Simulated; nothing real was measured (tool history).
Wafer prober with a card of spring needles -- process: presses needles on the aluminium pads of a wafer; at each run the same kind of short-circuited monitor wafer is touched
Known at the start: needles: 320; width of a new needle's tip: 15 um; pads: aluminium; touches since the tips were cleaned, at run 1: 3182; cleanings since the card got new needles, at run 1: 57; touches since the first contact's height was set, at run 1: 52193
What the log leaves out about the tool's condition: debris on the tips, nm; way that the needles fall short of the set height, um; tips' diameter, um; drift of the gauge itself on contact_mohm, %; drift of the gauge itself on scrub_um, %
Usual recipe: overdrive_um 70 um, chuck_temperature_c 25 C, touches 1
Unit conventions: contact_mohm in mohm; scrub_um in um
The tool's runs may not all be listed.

| run | hour | overdrive_um | chuck_temperature_c | touches | touches since the tips were cleaned | cleanings since the card got new needles | touches since the first contact's height was set | contact_mohm | scrub_um |
|---|---|---|---|---|---|---|---|---|---|
| 1 | 0 | 70 | 25 | 1 | 3182 | 57 | 52193 | 208 | 9.66 |
|  | 1.7 | tips cleaned on abrasive film |
|  | 9.9 | tips cleaned on abrasive film |
|  | 16.4 | tips cleaned on abrasive film |
|  | 22.9 | tips cleaned on abrasive film |
|  | 23.2 | height of the first contact set anew |
|  | 29.8 | tips cleaned on abrasive film |
|  | 37.9 | tips cleaned on abrasive film |
|  | 44.5 | tips cleaned on abrasive film |
| 2 | 50 | 70 | 25 | 1 | 3367 | 64 | 16110 | 214 | 9.81 |
|  | 51.7 | tips cleaned on abrasive film |
|  | 58.2 | tips cleaned on abrasive film |
|  | 64.8 | tips cleaned on abrasive film |
|  | 72.9 | tips cleaned on abrasive film |
|  | 79.5 | tips cleaned on abrasive film |
|  | 86 | tips cleaned on abrasive film |
|  | 94.1 | tips cleaned on abrasive film |
|  | 102.3 | tips cleaned on abrasive film |
| 3 | 104.1 | 70 | 25 | 1 | 1101 | 72 | 48580 | 181 | 9.66 |
|  | 109 | tips cleaned on abrasive film |
|  | 115.6 | tips cleaned on abrasive film |
|  | 122.1 | tips cleaned on abrasive film |
|  | 128.6 | tips cleaned on abrasive film |
|  | 133.8 | height of the first contact set anew |
|  | 135.5 | tips cleaned on abrasive film |
|  | 142 | tips cleaned on abrasive film |
|  | 148.6 | tips cleaned on abrasive film |
| 4 | 153.2 | 70 | 70 | 1 | 2859 | 79 | 11682 | 217 | 9.8 |
|  | 156.6 | tips cleaned on abrasive film |
|  | 163.1 | tips cleaned on abrasive film |
|  | 169.6 | tips cleaned on abrasive film |
|  | 176.2 | tips cleaned on abrasive film |
|  | 182.7 | tips cleaned on abrasive film |
|  | 189.3 | tips cleaned on abrasive film |
| 5 | 193.5 | 70 | 70 | 1 | 2598 | 85 | 35845 | 215 | 9.72 |
|  | 196.8 | tips cleaned on abrasive film |
|  | 203.4 | tips cleaned on abrasive film |
|  | 209.9 | tips cleaned on abrasive film |
|  | 216.4 | tips cleaned on abrasive film |
|  | 223 | tips cleaned on abrasive film |
| 6 | 223.2 | 70 | 70 | 1 | 139 | 90 | 53628 | 171 | 9.62 |
|  | 229.7 | tips cleaned on abrasive film |
|  | 237.9 | tips cleaned on abrasive film |
|  | 244.4 | tips cleaned on abrasive film |
|  | 244.7 | height of the first contact set anew |
|  | 251.3 | tips cleaned on abrasive film |
|  | 259.4 | tips cleaned on abrasive film |
|  | 267.6 | tips cleaned on abrasive film |
|  | 275.7 | tips cleaned on abrasive film |
| 7 | 280.2 | 70 | 70 | 1 | 2727 | 97 | 21351 | 213 | 9.77 |
|  | 283.5 | tips cleaned on abrasive film |
|  | 290 | tips cleaned on abrasive film |
|  | 296.6 | tips cleaned on abrasive film |
|  | 303.1 | tips cleaned on abrasive film |
|  | 309.7 | tips cleaned on abrasive film |
|  | 316.2 | tips cleaned on abrasive film |
|  | 322.7 | tips cleaned on abrasive film |
| 8 | 325.1 | 70 | 70 | 1 | 1470 | 104 | 48307 | 206 | 9.66 |
|  | 330.1 | tips cleaned on abrasive film |
|  | 336.6 | tips cleaned on abrasive film |
|  | 343.1 | tips cleaned on abrasive film |
|  | 351.3 | tips cleaned on abrasive film |
|  | 354.8 | height of the first contact set anew |
|  | 359.7 | tips cleaned on abrasive film |
| 9 | 365 | 70 | 70 | 1 | 3202 | 109 | 6143 | 224 | 9.85 |
|  | 366.7 | tips cleaned on abrasive film |
|  | 373.2 | tips cleaned on abrasive film |
|  | 379.8 | tips cleaned on abrasive film |
|  | 387.9 | tips cleaned on abrasive film |
|  | 396.1 | tips cleaned on abrasive film |
| 10 | 396.2 | 70 | 25 | 1 | 71 | 114 | 24838 | 165 | 9.76 |
|  | 402.7 | tips cleaned on abrasive film |
|  | 409.3 | tips cleaned on abrasive film |
|  | 415.8 | tips cleaned on abrasive film |
|  | 422.3 | tips cleaned on abrasive film |
|  | 428.9 | tips cleaned on abrasive film |
|  | 437 | tips cleaned on abrasive film |
|  | 443.6 | tips cleaned on abrasive film |
| 11 | 446 | 70 | 25 | 1 | 1479 | 121 | 54747 | 201 | 9.65 |
|  | 450.9 | tips cleaned on abrasive film |
|  | 457.5 | tips cleaned on abrasive film |
|  | 464 | tips cleaned on abrasive film |
|  | 465.9 | height of the first contact set anew |
|  | 472.4 | tips cleaned on abrasive film |
|  | 479 | tips cleaned on abrasive film |
|  | 487.1 | tips cleaned on abrasive film |
|  | 493.7 | tips cleaned on abrasive film |
| 12 | 493.9 | 51 | 120 | 1 | 136 | 128 | 16800 | 201 | 7.1 |
|  | 500.4 | tips cleaned on abrasive film |
|  | 507 | tips cleaned on abrasive film |
|  | 513.5 | tips cleaned on abrasive film |
|  | 521.7 | tips cleaned on abrasive film |
|  | 528.2 | tips cleaned on abrasive film |
|  | 534.7 | tips cleaned on abrasive film |
|  | 541.3 | tips cleaned on abrasive film |
|  | 547.8 | tips cleaned on abrasive film |
| 13 | 553.9 | 88 | 68 | 3 | 3723 | 136 | 52872 | 176 | 12.24 |
|  | 555.6 | tips cleaned on abrasive film |
|  | 563.8 | tips cleaned on abrasive film |
|  | 570.3 | tips cleaned on abrasive film |
|  | 576.8 | tips cleaned on abrasive film |
|  | 577.1 | height of the first contact set anew |
|  | 583.7 | tips cleaned on abrasive film |
|  | 591.8 | tips cleaned on abrasive film |
| 14 | 594.1 | 56 | 63 | 2 | 1397 | 142 | 10219 | 207 | 7.84 |
|  | 599.1 | tips cleaned on abrasive film |
|  | 605.6 | tips cleaned on abrasive film |
|  | 613.7 | tips cleaned on abrasive film |
|  | 620.3 | tips cleaned on abrasive film |
|  | 626.8 | tips cleaned on abrasive film |
|  | 633.3 | tips cleaned on abrasive film |
|  | 639.9 | tips cleaned on abrasive film |
| 15 | 641.2 | 56 | 63 | 2 | 824 | 149 | 38489 | 199 | 7.75 |
|  | 647.8 | tips cleaned on abrasive film |
|  | 655.9 | tips cleaned on abrasive film |
|  | 664.1 | tips cleaned on abrasive film |
|  | 670.6 | tips cleaned on abrasive film |
|  | 677.1 | tips cleaned on abrasive film |
| 16 | 683.4 | 52 | 62 | 1 | 3826 | 154 | 63880 | 316 | 7.09 |
|  | 685.1 | tips cleaned on abrasive film |
|  | 687 | height of the first contact set anew |
|  | 692 | tips cleaned on abrasive film |
|  | 698.5 | tips cleaned on abrasive film |
|  | 705 | tips cleaned on abrasive film |
|  | 711.6 | tips cleaned on abrasive film |
|  | 719.7 | tips cleaned on abrasive film |
|  | 726.3 | tips cleaned on abrasive film |
|  | 732.8 | tips cleaned on abrasive film |
|  | 739.3 | tips cleaned on abrasive film |
| 17 | 745.4 | 71 | 78 | 1 | 3708 | 163 | 35075 | 239 | 9.85 |
|  | 747.1 | tips cleaned on abrasive film |
|  | 753.7 | tips cleaned on abrasive film |
|  | 760.2 | tips cleaned on abrasive film |
|  | 766.7 | tips cleaned on abrasive film |
|  | 774.9 | tips cleaned on abrasive film |
| 18 | 780.4 | 71 | 78 | 1 | 3343 | 168 | 56063 | 241 | 9.76 |
|  | 782.1 | tips cleaned on abrasive film |
|  | 788.6 | tips cleaned on abrasive film |
|  | 795.2 | tips cleaned on abrasive film |
|  | 797.1 | height of the first contact set anew |
|  | 803.6 | tips cleaned on abrasive film |
| 19 | 809.2 | 86 | 39 | 1 | 3383 | 172 | 7304 | 210 | 12.07 |
|  | 810.9 | tips cleaned on abrasive film |
|  | 817.4 | tips cleaned on abrasive film |
|  | 824 | tips cleaned on abrasive film |
|  | 830.5 | tips cleaned on abrasive film |
|  | 838.6 | tips cleaned on abrasive film |
|  | 845.2 | tips cleaned on abrasive film |
| 20 | 850.5 | 86 | 39 | 1 | 3270 | 178 | 32139 | 209 | 11.94 |

For some of the steps in contact_mohm from one run to the next: how much would appear even if the tool had no hidden state, given the settings, what came in and random variation, and how much remains for the hidden state plus any gauge scatter that the measured result and the result without hidden state don't share?
Run 15 -> 16: overdrive_um 56 -> 52, chuck_temperature_c 63 -> 62, touches 2 -> 1, tips cleaned on abrasive film, tips cleaned on abrasive film, tips cleaned on abrasive film, tips cleaned on abrasive film, tips cleaned on abrasive film. contact_mohm +117 mohm: hidden state +113, all else +4.
Run 16 -> 17: overdrive_um 52 -> 71, chuck_temperature_c 62 -> 78, tips cleaned on abrasive film, height of the first contact set anew, tips cleaned on abrasive film, tips cleaned on abrasive film, tips cleaned on abrasive film, tips cleaned on abrasive film, tips cleaned on abrasive film, tips cleaned on abrasive film, tips cleaned on abrasive film, tips cleaned on abrasive film. contact_mohm -77 mohm: hidden state -73, all else -4.

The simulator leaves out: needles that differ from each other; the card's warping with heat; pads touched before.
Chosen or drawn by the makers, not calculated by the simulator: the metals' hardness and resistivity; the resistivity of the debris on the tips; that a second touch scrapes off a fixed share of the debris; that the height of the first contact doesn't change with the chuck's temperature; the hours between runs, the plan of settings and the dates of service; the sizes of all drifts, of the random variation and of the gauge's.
